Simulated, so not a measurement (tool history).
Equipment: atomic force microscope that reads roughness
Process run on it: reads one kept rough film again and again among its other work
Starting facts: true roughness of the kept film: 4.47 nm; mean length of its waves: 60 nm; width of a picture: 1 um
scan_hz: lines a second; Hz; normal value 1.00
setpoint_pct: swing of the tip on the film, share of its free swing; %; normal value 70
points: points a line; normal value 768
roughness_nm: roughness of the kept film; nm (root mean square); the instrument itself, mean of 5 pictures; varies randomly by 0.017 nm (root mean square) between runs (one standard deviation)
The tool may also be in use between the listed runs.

run 1 hour=0.0 | scan_hz=1.00 setpoint_pct=70 points=768 | roughness_nm=4.013
-- hour=23.5 new tip fitted
run 2 hour=62.7 | scan_hz=1.00 setpoint_pct=70 points=768 | roughness_nm=4.070
-- hour=101.7 new tip fitted
run 3 hour=118.0 | scan_hz=1.00 setpoint_pct=70 points=768 | roughness_nm=4.145
run 4 hour=169.9 | scan_hz=1.00 setpoint_pct=70 points=768 | roughness_nm=3.979
-- hour=183.1 new tip fitted
run 5 hour=208.2 | scan_hz=1.00 setpoint_pct=70 points=768 | roughness_nm=4.137
-- hour=259.4 new tip fitted
run 6 hour=263.1 | scan_hz=1.00 setpoint_pct=70 points=768 | roughness_nm=4.171
run 7 hour=302.0 | scan_hz=1.00 setpoint_pct=70 points=260 | roughness_nm=4.053
-- hour=337.3 new tip fitted
run 8 hour=370.6 | scan_hz=1.58 setpoint_pct=70 points=768 | roughness_nm=4.034
-- hour=414.0 new tip fitted
run 9 hour=441.0 | scan_hz=1.58 setpoint_pct=70 points=768 | roughness_nm=4.022
run 10 hour=475.6 | scan_hz=1.58 setpoint_pct=61 points=768 | roughness_nm=4.012
-- hour=494.3 new tip fitted
run 11 hour=525.4 | scan_hz=1.58 setpoint_pct=61 points=768 | roughness_nm=4.083
-- hour=570.7 new tip fitted
run 12 hour=591.7 | scan_hz=1.00 setpoint_pct=78 points=768 | roughness_nm=4.058
run 13 hour=633.4 | scan_hz=1.00 setpoint_pct=78 points=768 | roughness_nm=3.966
-- hour=651.0 new tip fitted
run 14 hour=700.2 | scan_hz=1.00 setpoint_pct=70 points=768 | roughness_nm=4.026
-- hour=728.3 new tip fitted
run 15 hour=745.1 | scan_hz=1.00 setpoint_pct=70 points=768 | roughness_nm=4.130
run 16 hour=802.3 | scan_hz=1.00 setpoint_pct=87 points=768 | roughness_nm=3.837
-- hour=810.2 new tip fitted
run 17 hour=850.3 | scan_hz=1.00 setpoint_pct=70 points=768 | roughness_nm=4.066
-- hour=885.8 new tip fitted
run 18 hour=917.0 | scan_hz=1.00 setpoint_pct=70 points=768 | roughness_nm=4.069
-- hour=961.6 new tip fitted
run 19 hour=963.4 | scan_hz=1.00 setpoint_pct=70 points=768 | roughness_nm=4.181
run 20 hour=1022.6 | scan_hz=1.00 setpoint_pct=84 points=768 | roughness_nm=3.889
-- hour=1038.2 new tip fitted
run 21 hour=1067.9 | scan_hz=1.00 setpoint_pct=84 points=768 | roughness_nm=3.969
-- hour=1115.3 new tip fitted
run 22 hour=1143.4 | scan_hz=1.00 setpoint_pct=84 points=768 | roughness_nm=3.965
-- hour=1193.6 new tip fitted
run 23 hour=1216.4 | scan_hz=1.00 setpoint_pct=57 points=768 | roughness_nm=4.194
run 24 hour=1253.4 | scan_hz=1.00 setpoint_pct=57 points=768 | roughness_nm=4.073
-- hour=1273.6 new tip fitted
run 25 hour=1330.7 | scan_hz=1.00 setpoint_pct=57 points=768 | roughness_nm=4.068
-- hour=1349.1 new tip fitted
run 26 hour=1404.8 | scan_hz=1.00 setpoint_pct=57 points=768 | roughness_nm=4.068
-- hour=1428.4 new tip fitted
run 27 hour=1451.5 | scan_hz=1.00 setpoint_pct=57 points=768 | roughness_nm=4.151
-- hour=1504.3 new tip fitted
run 28 hour=1531.1 | scan_hz=1.00 setpoint_pct=57 points=768 | roughness_nm=4.173
-- hour=1579.6 new tip fitted
run 29 hour=1590.8 | scan_hz=0.82 setpoint_pct=82 points=639 | roughness_nm=4.067
run 30 hour=1641.2 | scan_hz=0.82 setpoint_pct=82 points=639 | roughness_nm=3.932
-- hour=1657.4 new tip fitted
run 31 hour=1710.8 | scan_hz=0.82 setpoint_pct=82 points=639 | roughness_nm=3.980
-- hour=1734.3 new tip fitted
run 32 hour=1755.7 | scan_hz=0.82 setpoint_pct=82 points=639 | roughness_nm=4.044
-- hour=1811.6 new tip fitted
run 33 hour=1826.1 | scan_hz=0.82 setpoint_pct=82 points=639 | roughness_nm=4.071
-- hour=1888.7 new tip fitted
run 34 hour=1888.7 | scan_hz=0.64 setpoint_pct=80 points=768 | roughness_nm=4.135
run 35 hour=1935.9 | scan_hz=0.64 setpoint_pct=67 points=768 | roughness_nm=4.076
-- hour=1963.8 new tip fitted
run 36 hour=1974.3 | scan_hz=1.54 setpoint_pct=65 points=768 | roughness_nm=4.124
-- hour=2039.6 new tip fitted
run 37 hour=2047.3 | scan_hz=2.62 setpoint_pct=70 points=286 | roughness_nm=3.913
-- hour=2116.3 new tip fitted
run 38 hour=2117.4 | scan_hz=1.19 setpoint_pct=76 points=768 | roughness_nm=4.103
run 39 hour=2178.8 | scan_hz=1.19 setpoint_pct=76 points=768 | roughness_nm=3.947
-- hour=2191.6 new tip fitted
run 40 hour=2233.1 | scan_hz=1.19 setpoint_pct=83 points=768 | roughness_nm=3.839
-- hour=2248.1 height scale calibrated on a step standard
-- hour=2268.5 new tip fitted
run 41 hour=2307.9 | scan_hz=1.00 setpoint_pct=86 points=869 | roughness_nm=3.986
-- hour=2348.7 new tip fitted
run 42 hour=2355.6 | scan_hz=2.43 setpoint_pct=70 points=768 | roughness_nm=4.057
run 43 hour=2399.8 | scan_hz=3.65 setpoint_pct=90 points=651 | roughness_nm=3.283
-- hour=2428.2 new tip fitted
run 44 hour=2468.6 | scan_hz=0.50 setpoint_pct=71 points=768 | roughness_nm=4.155
-- hour=2504.6 new tip fitted
run 45 hour=2534.2 | scan_hz=1.00 setpoint_pct=70 points=792 | roughness_nm=4.150
-- hour=2579.6 new tip fitted
run 46 hour=2605.1 | scan_hz=1.00 setpoint_pct=65 points=768 | roughness_nm=4.220
run 47 hour=2638.2 | scan_hz=0.73 setpoint_pct=70 points=565 | roughness_nm=4.101

Run 48, settings as shown, results not yet in. Your forecast:
-- hour=2655.7 new tip fitted
run 48 hour=2699.5 | scan_hz=0.73 setpoint_pct=57 points=582 | roughness_nm=?

Run 48 yielded roughness_nm 4.189 nm (root mean square).
With the hidden condition absent and the run-to-run variation left alone, this run would have shown roughness_nm 4.315 nm (root mean square).
